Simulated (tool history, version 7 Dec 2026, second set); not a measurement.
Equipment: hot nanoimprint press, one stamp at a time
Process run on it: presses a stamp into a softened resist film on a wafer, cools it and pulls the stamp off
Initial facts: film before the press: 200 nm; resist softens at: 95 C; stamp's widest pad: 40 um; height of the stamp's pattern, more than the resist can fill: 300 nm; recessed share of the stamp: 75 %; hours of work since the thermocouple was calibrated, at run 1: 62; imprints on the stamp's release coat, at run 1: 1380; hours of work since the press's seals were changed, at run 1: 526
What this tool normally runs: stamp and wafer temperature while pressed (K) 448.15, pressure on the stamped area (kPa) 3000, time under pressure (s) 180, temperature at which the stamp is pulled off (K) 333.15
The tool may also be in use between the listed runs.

| run | hour | stamp and wafer temperature while pressed (K) | pressure on the stamped area (kPa) | time under pressure (s) | temperature at which the stamp is pulled off (K) | hours of work since the thermocouple was calibrated | imprints on the stamp's release coat | hours of work since the press's seals were changed | resist left under the stamp's widest pad (nm) | greatest force while the stamp is pulled off (N) |
|---|---|---|---|---|---|---|---|---|---|---|
| 1 | 0 | 448.15 | 3000 | 180 | 333.15 | 62 | 1380 | 526 | 121.6 | 133 |
| 2 | 71.7 | 448.15 | 3000 | 180 | 333.15 | 106 | 1589 | 571 | 120 | 145 |
| 3 | 140.3 | 448.15 | 3000 | 180 | 333.15 | 149 | 1789 | 613 | 119.1 | 140 |
| 4 | 214.5 | 448.15 | 3000 | 180 | 333.15 | 195 | 2006 | 660 | 120.6 | 141 |
|  | 237.7 | stamp cleaned and given a new release coat |
| 5 | 284.4 | 448.15 | 3000 | 180 | 333.15 | 235 | 136 | 699 | 119.1 | 119 |
| 6 | 328.8 | 448.15 | 3000 | 180 | 333.15 | 263 | 266 | 727 | 119.5 | 121 |
| 7 | 381.3 | 448.15 | 3000 | 180 | 333.15 | 295 | 419 | 760 | 117.9 | 128 |
|  | 443.7 | press's hydraulic seals changed and the load cell set to zero |
| 8 | 449.2 | 448.15 | 3000 | 180 | 333.15 | 333 | 594 | 3 | 115.6 | 121 |
| 9 | 492.4 | 448.15 | 3000 | 180 | 333.15 | 360 | 720 | 30 | 114.9 | 129 |
| 10 | 563.6 | 448.15 | 3000 | 180 | 333.15 | 404 | 927 | 75 | 115.7 | 130 |
| 11 | 609.7 | 448.15 | 3000 | 180 | 333.15 | 433 | 1062 | 103 | 115.6 | 128 |
| 12 | 643.4 | 448.15 | 3000 | 180 | 333.15 | 454 | 1160 | 124 | 115.1 | 140 |
|  | 680.1 | plate thermocouple calibrated |
| 13 | 691.4 | 448.15 | 3000 | 180 | 322.15 | 7 | 1291 | 152 | 111.4 | 142 |
| 14 | 757 | 448.15 | 3000 | 180 | 322.15 | 48 | 1483 | 193 | 111.5 | 141 |
| 15 | 827.9 | 448.15 | 3000 | 180 | 322.15 | 92 | 1690 | 237 | 111.4 | 148 |
| 16 | 891.8 | 451.15 | 2610 | 100 | 332.15 | 132 | 1876 | 277 | 127.2 | 136 |
| 17 | 939.9 | 447.15 | 3000 | 137 | 333.15 | 162 | 2016 | 307 | 123.5 | 142 |
|  | 962.3 | stamp cleaned and given a new release coat |
|  | 979.3 | plate thermocouple calibrated, once more |
| 18 | 989.4 | 447.15 | 3000 | 332 | 331.15 | 6 | 71 | 332 | 103 | 125 |
| 19 | 1027 | 447.15 | 3000 | 332 | 331.15 | 30 | 180 | 356 | 103.5 | 121 |
| 20 | 1082.2 | 449.15 | 3300 | 276 | 331.15 | 64 | 341 | 390 | 95.4 | 127 |
| 21 | 1154.1 | 449.15 | 3300 | 276 | 331.15 | 109 | 551 | 435 | 96.8 | 127 |
| 22 | 1212.6 | 445.15 | 4260 | 180 | 333.15 | 145 | 722 | 471 | 114.3 | 130 |
| 23 | 1255.4 | 445.15 | 4260 | 180 | 333.15 | 172 | 847 | 498 | 114.1 | 133 |
| 24 | 1321.3 | 445.15 | 4260 | 180 | 333.15 | 213 | 1039 | 539 | 114 | 135 |
| 25 | 1391.8 | 448.15 | 3080 | 332 | 333.15 | 257 | 1245 | 583 | 96 | 133 |
| 26 | 1453.2 | 448.15 | 3080 | 332 | 333.15 | 295 | 1424 | 621 | 96.8 | 133 |
| 27 | 1527.8 | 448.15 | 3080 | 332 | 333.15 | 342 | 1641 | 668 | 95.4 | 139 |
| 28 | 1572.7 | 448.15 | 3190 | 207 | 333.15 | 369 | 1772 | 696 | 108.5 | 143 |
| 29 | 1610.1 | 448.15 | 3190 | 207 | 333.15 | 393 | 1882 | 719 | 109.5 | 141 |

Below, some changes in resist left under the stamp's widest pad (nm) between adjacent runs. For each, the amount present without the hidden state too (settings, incoming material, random variation) and the amount remaining for the hidden state with gauge scatter not shared by both compared results:
Unlogged tool condition in this case: true temperature over the reading, C; pressure that arrives at the usual setting, %; grip of the stamp's worn release coat, % over a new coat's; drift of the gauge itself on residual_nm, %; drift of the gauge itself on pull_off_n, %.
Run 7 -> 8: press's hydraulic seals changed and the load cell set to zero. resist left under the stamp's widest pad (nm) -2.3: hidden state -2.7, all else +0.4.
Run 17 -> 18: time under pressure (s) 137 -> 332, temperature at which the stamp is pulled off (K) 333.15 -> 331.15, stamp cleaned and given a new release coat, plate thermocouple calibrated, once more. resist left under the stamp's widest pad (nm) -20.5: hidden state +8.5, all else -29.
Run 24 -> 25: stamp and wafer temperature while pressed (K) 445.15 -> 448.15, pressure on the stamped area (kPa) 4260 -> 3080, time under pressure (s) 180 -> 332. resist left under the stamp's widest pad (nm) -18: hidden state -0.9, all else -17.1.
